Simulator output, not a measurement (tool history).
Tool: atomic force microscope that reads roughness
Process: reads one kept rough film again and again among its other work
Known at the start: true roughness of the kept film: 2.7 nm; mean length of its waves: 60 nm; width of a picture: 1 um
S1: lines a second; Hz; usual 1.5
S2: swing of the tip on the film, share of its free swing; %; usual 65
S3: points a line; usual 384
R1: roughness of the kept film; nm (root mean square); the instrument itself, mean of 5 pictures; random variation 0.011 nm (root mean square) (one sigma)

{"run": 1, "hour": 0.0, "S1": 1.5, "S2": 65, "S3": 384, "R1": 2.454}
{"run": 2, "hour": 36.4, "S1": 1.5, "S2": 69, "S3": 384, "R1": 2.43}
{"run": 3, "hour": 55.9, "S1": 1.5, "S2": 69, "S3": 384, "R1": 2.399}
{"run": 4, "hour": 86.2, "S1": 1.5, "S2": 69, "S3": 384, "R1": 2.393}
{"run": 5, "hour": 127.2, "S1": 1.5, "S2": 65, "S3": 384, "R1": 2.424}
{"run": 6, "hour": 164.0, "S1": 1.5, "S2": 65, "S3": 384, "R1": 2.396}
{"hour": 168.4, "done": "height scale calibrated on a step standard"}
{"run": 7, "hour": 203.2, "S1": 0.58, "S2": 70, "S3": 711, "R1": 2.454}
{"hour": 214.2, "done": "new tip fitted"}
{"run": 8, "hour": 236.5, "S1": 0.66, "S2": 61, "S3": 711, "R1": 2.613}
{"run": 9, "hour": 270.3, "S1": 1.91, "S2": 65, "S3": 412, "R1": 2.522}
{"run": 10, "hour": 297.9, "S1": 1.57, "S2": 63, "S3": 604, "R1": 2.548}
{"hour": 313.0, "done": "height scale calibrated on a step standard, once more"}
{"run": 11, "hour": 326.0, "S1": 2.37, "S2": 59, "S3": 510, "R1": 2.507}

The same runs without the tool's hidden state, with the same run-to-run variation:
The hidden state here: radius of the tip, nm; height scale over the true one, %; drift of the gauge itself on roughness_nm, %.
run=1 R1=2.526
run=2 R1=2.513
run=3 R1=2.489
run=4 R1=2.494
run=5 R1=2.538
run=6 R1=2.523
run=7 R1=2.579
run=8 R1=2.572
run=9 R1=2.494
run=10 R1=2.531
run=11 R1=2.551
